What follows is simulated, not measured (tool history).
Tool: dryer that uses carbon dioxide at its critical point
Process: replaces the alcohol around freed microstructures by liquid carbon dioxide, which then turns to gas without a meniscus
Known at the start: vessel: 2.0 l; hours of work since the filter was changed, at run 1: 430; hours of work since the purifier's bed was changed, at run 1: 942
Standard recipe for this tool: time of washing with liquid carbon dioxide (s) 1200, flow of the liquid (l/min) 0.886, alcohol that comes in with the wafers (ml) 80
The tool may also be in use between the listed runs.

run	hour	time of washing with liquid carbon dioxide (s)	flow of the liquid (l/min)	alcohol that comes in with the wafers (ml)	hours of work since the filter was changed	hours of work since the purifier's bed was changed	alcohol left in the vessel before it's heated (ppm by volume)
1	0	1200	0.886	80	430	942	138
2	24.3	1200	0.886	80	442	955	134
# hour 37.7: inlet filter changed
3	49.7	1200	0.886	25	6	967	106
4	94.2	1200	0.886	25	29	990	101
5	144.5	1200	0.886	25	55	1016	110
6	165.5	1200	0.886	35	65	1027	117
7	207.9	1200	0.886	35	87	1048	122
8	256.9	1200	0.886	35	112	1073	111
9	302.6	1200	0.886	80	135	1097	136

What does the tool deliver on the next run?
10	351.5	1200	0.886	80	160	1122	?

{"run 10": {"alcohol left in the vessel before it's heated (ppm by volume)": 135}}
With the hidden condition absent and the run-to-run variation left alone, this run would have shown alcohol left in the vessel before it's heated (ppm by volume) 30.

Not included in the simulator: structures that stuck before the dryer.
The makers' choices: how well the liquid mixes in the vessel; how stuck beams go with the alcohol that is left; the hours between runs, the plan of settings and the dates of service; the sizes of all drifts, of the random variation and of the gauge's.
